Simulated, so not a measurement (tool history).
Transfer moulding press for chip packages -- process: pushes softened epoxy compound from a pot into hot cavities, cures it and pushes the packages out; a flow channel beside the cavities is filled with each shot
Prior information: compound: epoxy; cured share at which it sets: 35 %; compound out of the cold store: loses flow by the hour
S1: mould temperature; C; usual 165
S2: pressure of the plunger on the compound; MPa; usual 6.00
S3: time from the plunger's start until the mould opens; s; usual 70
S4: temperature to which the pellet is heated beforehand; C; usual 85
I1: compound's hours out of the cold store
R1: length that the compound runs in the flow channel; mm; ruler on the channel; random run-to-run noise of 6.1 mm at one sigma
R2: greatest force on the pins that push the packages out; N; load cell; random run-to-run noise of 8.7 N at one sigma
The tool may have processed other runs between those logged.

run,hour,S1,S2,S3,S4,I1,R1,R2
1,0.0,165,6.00,70,85,32.6,578,727
# hour 11.8: cavities cleaned with cleaning compound and waxed
2,35.5,165,6.00,70,85,20.5,605,615
# hour 69.1: cavities cleaned with cleaning compound and waxed
3,73.3,165,6.00,70,85,37.1,559,439
4,116.2,165,6.00,70,85,21.8,584,729
# hour 125.1: cavities cleaned with cleaning compound and waxed
5,150.1,165,6.00,70,85,27.7,563,618
# hour 182.4: cavities cleaned with cleaning compound and waxed
6,186.9,165,6.00,70,85,32.1,545,428
# hour 197.2: plunger's sealing rings changed
7,221.5,165,6.00,70,85,23.1,629,677
# hour 241.1: cavities cleaned with cleaning compound and waxed
8,264.2,165,6.00,70,85,37.8,591,629
# hour 296.5: cavities cleaned with cleaning compound and waxed
9,309.3,165,6.00,70,85,14.7,634,511
10,339.8,165,6.00,70,85,24.6,613,701
# hour 354.2: cavities cleaned with cleaning compound and waxed
11,364.6,165,6.00,70,85,34.3,583,489
12,386.1,165,6.00,70,85,41.4,561,659
# hour 410.2: mould's thermocouples calibrated
# hour 411.7: cavities cleaned with cleaning compound and waxed
13,419.6,165,6.00,70,94,39.4,558,450
14,453.3,165,5.18,63,81,37.8,512,808
# hour 467.9: cavities cleaned with cleaning compound and waxed
15,492.7,165,7.12,63,81,23.3,636,704
# hour 498.5: mould's thermocouples calibrated, once more
16,522.9,165,6.00,71,85,28.0,565,766
# hour 528.4: cavities cleaned with cleaning compound and waxed
17,554.3,171,6.00,51,85,46.5,507,742
# hour 585.1: cavities cleaned with cleaning compound and waxed
# hour 597.5: plunger's sealing rings changed
18,600.0,171,6.47,51,85,33.1,626,624
19,637.8,171,6.47,51,85,41.7,599,882
# hour 646.2: cavities cleaned with cleaning compound and waxed
20,675.1,171,6.47,51,85,34.9,595,767
# hour 703.9: cavities cleaned with cleaning compound and waxed
21,703.9,171,6.47,51,85,11.7,664,503
22,732.3,165,5.06,61,81,28.8,550,761
# hour 760.1: cavities cleaned with cleaning compound and waxed
23,760.2,165,5.06,61,81,46.3,511,457
24,785.3,161,6.47,78,81,26.4,630,676
25,813.6,161,6.41,85,92,46.4,582,730
# hour 819.1: cavities cleaned with cleaning compound and waxed
26,855.5,165,5.06,52,92,38.8,510,1175

How would selected steps in R1 from run to run divide? Give the signed amount a tool lacking its hidden state would still show from settings, what came in and random variation, and the signed amount left for the hidden state, including any gauge scatter that is not in both of the compared results.
What the log doesn't record here: true mould temperature over the reading, C; pressure that reaches the compound, % of what is set; grip of the stained cavities, % over clean ones'; drift of the gauge itself on flow_mm, %; drift of the gauge itself on push_out_n, %.
Run 6 -> 7: plunger's sealing rings changed. R1 +84 mm: hidden state +68, all else +16.
Run 14 -> 15: S2 5.18 -> 7.12, cavities cleaned with cleaning compound and waxed. R1 +124 mm: hidden state -18, all else +142.
Run 17 -> 18: S2 6.00 -> 6.47, cavities cleaned with cleaning compound and waxed, plunger's sealing rings changed. R1 +119 mm: hidden state +58, all else +61.
